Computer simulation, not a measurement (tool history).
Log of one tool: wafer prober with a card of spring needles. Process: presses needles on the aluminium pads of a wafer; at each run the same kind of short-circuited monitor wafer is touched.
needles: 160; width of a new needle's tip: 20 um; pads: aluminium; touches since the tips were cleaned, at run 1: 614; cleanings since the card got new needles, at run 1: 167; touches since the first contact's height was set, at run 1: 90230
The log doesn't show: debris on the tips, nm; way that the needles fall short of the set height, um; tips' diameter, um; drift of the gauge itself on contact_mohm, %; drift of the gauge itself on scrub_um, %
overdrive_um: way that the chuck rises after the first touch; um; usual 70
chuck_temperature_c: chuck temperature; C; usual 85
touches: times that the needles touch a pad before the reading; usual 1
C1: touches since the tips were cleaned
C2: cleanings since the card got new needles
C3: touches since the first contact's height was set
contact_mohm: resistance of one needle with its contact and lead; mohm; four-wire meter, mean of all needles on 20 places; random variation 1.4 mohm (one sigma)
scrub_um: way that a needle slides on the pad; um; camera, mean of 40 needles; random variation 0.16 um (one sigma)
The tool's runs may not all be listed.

run 1 hour=0 | overdrive_um=70 chuck_temperature_c=85 touches=1 | C1=614 C2=167 C3=90230 | contact_mohm=145 scrub_um=13.94
-- hour=3.7 tips cleaned on abrasive film
-- hour=9.7 tips cleaned on abrasive film
-- hour=15.8 tips cleaned on abrasive film
run 2 hour=19.8 | overdrive_um=70 chuck_temperature_c=85 touches=1 | C1=1572 C2=170 C3=97769 | contact_mohm=175 scrub_um=13.5
-- hour=21.1 tips cleaned on abrasive film
-- hour=26 tips cleaned on abrasive film
-- hour=30.9 tips cleaned on abrasive film
-- hour=35.8 tips cleaned on abrasive film
-- hour=40.7 tips cleaned on abrasive film
run 3 hour=41.7 | overdrive_um=70 chuck_temperature_c=85 touches=1 | C1=410 C2=175 C3=106032 | contact_mohm=150 scrub_um=13.22
-- hour=46.6 tips cleaned on abrasive film
-- hour=52.7 tips cleaned on abrasive film
-- hour=58.7 tips cleaned on abrasive film
-- hour=63.6 tips cleaned on abrasive film
run 4 hour=67.2 | overdrive_um=70 chuck_temperature_c=85 touches=1 | C1=1383 C2=179 C3=115706 | contact_mohm=175 scrub_um=13.15
-- hour=69.7 tips cleaned on abrasive film
-- hour=75.7 tips cleaned on abrasive film
-- hour=81.8 tips cleaned on abrasive film
run 5 hour=85.5 | overdrive_um=70 chuck_temperature_c=85 touches=1 | C1=1438 C2=182 C3=122654 | contact_mohm=176 scrub_um=13.29
-- hour=86.8 tips cleaned on abrasive film
-- hour=91.7 tips cleaned on abrasive film
-- hour=94.2 tips cleaned on abrasive film, once more
-- hour=99.1 tips cleaned on abrasive film
-- hour=104.7 tips cleaned on abrasive film
run 6 hour=104.7 | overdrive_um=57 chuck_temperature_c=85 touches=1 | C1=0 C2=187 C3=129864 | contact_mohm=146 scrub_um=10.47
-- hour=109.6 tips cleaned on abrasive film
-- hour=109.9 height of the first contact set anew
-- hour=115.9 tips cleaned on abrasive film
-- hour=120.7 tips cleaned on abrasive film
run 7 hour=123.2 | overdrive_um=57 chuck_temperature_c=85 touches=1 | C1=963 C2=190 C3=5081 | contact_mohm=167 scrub_um=12.58
-- hour=125.7 tips cleaned on abrasive film
-- hour=131.7 tips cleaned on abrasive film
-- hour=137.4 tips cleaned on abrasive film
run 8 hour=137.4 | overdrive_um=57 chuck_temperature_c=85 touches=1 | C1=0 C2=193 C3=10446 | contact_mohm=139 scrub_um=12.32
-- hour=143.5 tips cleaned on abrasive film
-- hour=148.4 tips cleaned on abrasive film
-- hour=154.4 tips cleaned on abrasive film
run 9 hour=158.6 | overdrive_um=57 chuck_temperature_c=85 touches=1 | C1=1585 C2=196 C3=18481 | contact_mohm=190 scrub_um=12.31
-- hour=159.8 tips cleaned on abrasive film
-- hour=165.9 tips cleaned on abrasive film
-- hour=170.8 tips cleaned on abrasive film
-- hour=175.7 tips cleaned on abrasive film
-- hour=181.2 tips cleaned on abrasive film
run 10 hour=181.2 | overdrive_um=76 chuck_temperature_c=85 touches=1 | C1=0 C2=201 C3=27026 | contact_mohm=130 scrub_um=16.16
-- hour=186.1 tips cleaned on abrasive film
-- hour=192.2 tips cleaned on abrasive film
run 11 hour=196.5 | overdrive_um=76 chuck_temperature_c=85 touches=1 | C1=1681 C2=203 C3=32865 | contact_mohm=166 scrub_um=16.21
-- hour=197.8 tips cleaned on abrasive film
-- hour=203.8 tips cleaned on abrasive film
-- hour=208.7 tips cleaned on abrasive film
-- hour=213.6 tips cleaned on abrasive film
-- hour=219.7 tips cleaned on abrasive film
run 12 hour=221 | overdrive_um=70 chuck_temperature_c=85 touches=1 | C1=486 C2=208 C3=42102 | contact_mohm=145 scrub_um=14.69
-- hour=224.6 tips cleaned on abrasive film
-- hour=236.6 card fitted with new needles
-- hour=242.6 tips cleaned on abrasive film
-- hour=248.7 tips cleaned on abrasive film
run 13 hour=252.2 | overdrive_um=70 chuck_temperature_c=85 touches=1 | C1=1337 C2=2 C3=5918 | contact_mohm=141 scrub_um=15.36
-- hour=254.7 tips cleaned on abrasive film
-- hour=260.8 tips cleaned on abrasive film
-- hour=265.6 tips cleaned on abrasive film
-- hour=271.7 tips cleaned on abrasive film
-- hour=276.6 tips cleaned on abrasive film
run 14 hour=279 | overdrive_um=70 chuck_temperature_c=85 touches=1 | C1=929 C2=7 C3=16086 | contact_mohm=135 scrub_um=14.69
-- hour=281.6 tips cleaned on abrasive film
-- hour=287.7 tips cleaned on abrasive film
-- hour=293.7 tips cleaned on abrasive film
-- hour=298.6 tips cleaned on abrasive film
run 15 hour=299.1 | overdrive_um=70 chuck_temperature_c=69 touches=1 | C1=198 C2=11 C3=23685 | contact_mohm=125 scrub_um=14.82
-- hour=304 tips cleaned on abrasive film
-- hour=310.1 tips cleaned on abrasive film
-- hour=315 tips cleaned on abrasive film
-- hour=321 tips cleaned on abrasive film
run 16 hour=322 | overdrive_um=70 chuck_temperature_c=69 touches=1 | C1=404 C2=15 C3=32380 | contact_mohm=128 scrub_um=14.79
-- hour=326.9 tips cleaned on abrasive film
-- hour=331.8 tips cleaned on abrasive film
run 17 hour=335.4 | overdrive_um=64 chuck_temperature_c=39 touches=1 | C1=1383 C2=17 C3=37459 | contact_mohm=142 scrub_um=13.38
-- hour=337.9 tips cleaned on abrasive film
-- hour=344 tips cleaned on abrasive film
-- hour=350 tips cleaned on abrasive film
-- hour=354.9 tips cleaned on abrasive film
run 18 hour=355 | overdrive_um=64 chuck_temperature_c=39 touches=1 | C1=41 C2=21 C3=44854 | contact_mohm=118 scrub_um=13.45

Run 19 comes next. What will it give?
-- hour=359.9 tips cleaned on abrasive film
-- hour=365.9 tips cleaned on abrasive film
-- hour=372 tips cleaned on abrasive film
run 19 hour=373 | overdrive_um=67 chuck_temperature_c=119 touches=2 | C1=395 C2=24 C3=51698 | contact_mohm=? scrub_um=?

contact_mohm: 132 mohm
scrub_um: 13.8 um
Without the tool's hidden state the same run would have given contact_mohm 125 mohm, scrub_um 14.41 um.
